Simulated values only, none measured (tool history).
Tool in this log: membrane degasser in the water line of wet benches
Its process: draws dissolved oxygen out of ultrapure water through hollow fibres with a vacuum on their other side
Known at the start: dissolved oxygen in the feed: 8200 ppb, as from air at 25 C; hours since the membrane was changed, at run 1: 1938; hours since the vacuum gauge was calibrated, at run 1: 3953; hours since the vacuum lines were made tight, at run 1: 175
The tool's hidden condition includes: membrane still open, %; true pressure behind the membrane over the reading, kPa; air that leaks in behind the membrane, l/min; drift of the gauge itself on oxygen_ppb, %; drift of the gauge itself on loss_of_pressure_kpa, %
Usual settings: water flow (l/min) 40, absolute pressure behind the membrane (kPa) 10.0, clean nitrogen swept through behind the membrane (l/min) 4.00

| run | hour | water flow (l/min) | absolute pressure behind the membrane (kPa) | clean nitrogen swept through behind the membrane (l/min) | hours since the membrane was changed | hours since the vacuum gauge was calibrated | hours since the vacuum lines were made tight | dissolved oxygen in the water behind the degasser (ppb) | pressure that the water loses in the fibres (kPa) |
|---|---|---|---|---|---|---|---|---|---|
| 1 | 0.0 | 40 | 10.0 | 4.00 | 1938 | 3953 | 175 | 170.5 | 66.45 |
| 2 | 65.9 | 40 | 10.0 | 4.00 | 2003 | 4019 | 241 | 172.6 | 66.95 |
| 3 | 136.8 | 40 | 10.0 | 4.00 | 2074 | 4090 | 312 | 169.9 | 67.02 |
| 4 | 178.3 | 40 | 10.0 | 4.00 | 2116 | 4132 | 353 | 172.2 | 66.81 |
| 5 | 263.3 | 45 | 10.0 | 4.00 | 2201 | 4216 | 438 | 193.1 | 74.87 |
| 6 | 333.0 | 45 | 10.0 | 4.00 | 2271 | 4286 | 508 | 192.2 | 75.11 |
| 7 | 419.8 | 40 | 10.0 | 4.00 | 2357 | 4373 | 595 | 170.8 | 66.70 |
| 8 | 488.7 | 40 | 18.2 | 4.00 | 2426 | 4442 | 664 | 352.6 | 66.83 |
| 9 | 537.0 | 40 | 10.0 | 4.00 | 2475 | 4490 | 712 | 173.2 | 66.68 |
| 10 | 585.2 | 40 | 15.6 | 7.08 | 2523 | 4538 | 760 | 182.4 | 66.86 |
| 11 | 639.4 | 40 | 15.6 | 7.08 | 2577 | 4593 | 814 | 179.9 | 67.16 |
| 12 | 696.1 | 40 | 10.0 | 5.05 | 2634 | 4649 | 871 | 139.8 | 66.80 |
| 13 | 777.3 | 44 | 10.0 | 2.66 | 2715 | 4730 | 952 | 265.1 | 73.76 |
| 14 | 819.4 | 51 | 21.5 | 3.41 | 2757 | 4773 | 994 | 607.0 | 85.07 |
| 15 | 883.9 | 47 | 21.5 | 10.99 | 2821 | 4837 | 1059 | 206.3 | 77.97 |
| 16 | 978.5 | 51 | 22.4 | 4.00 | 2916 | 4932 | 1153 | 552.1 | 85.42 |
| 17 | 1048.7 | 61 | 10.3 | 4.15 | 2986 | 5002 | 1224 | 265.7 | 101.99 |

Each row is a separate what-if for the run after 17, all from the same tool condition, not one after another. Results?
| A | 1092.1 | 59 | 10.3 | 1.72 | 3030 | 5045 | 1267 | ? | ? |
| B | 1092.1 | 64 | 10.3 | 4.15 | 3030 | 5045 | 1267 | ? | ? |
| C | 1092.1 | 61 | 15.5 | 3.82 | 3030 | 5045 | 1267 | ? | ? |

| run | dissolved oxygen in the water behind the degasser (ppb) | pressure that the water loses in the fibres (kPa) |
|---|---|---|
| A | 506.7 | 98.49 |
| B | 274.6 | 106.59 |
| C | 450.5 | 101.75 |
Stripped of hidden state, with their random variation kept, the same runs would have yielded:
| run | dissolved oxygen in the water behind the degasser (ppb) | pressure that the water loses in the fibres (kPa) |
|---|---|---|
| A | 506.4 | 98.46 |
| B | 274.4 | 106.56 |
| C | 450.3 | 101.73 |

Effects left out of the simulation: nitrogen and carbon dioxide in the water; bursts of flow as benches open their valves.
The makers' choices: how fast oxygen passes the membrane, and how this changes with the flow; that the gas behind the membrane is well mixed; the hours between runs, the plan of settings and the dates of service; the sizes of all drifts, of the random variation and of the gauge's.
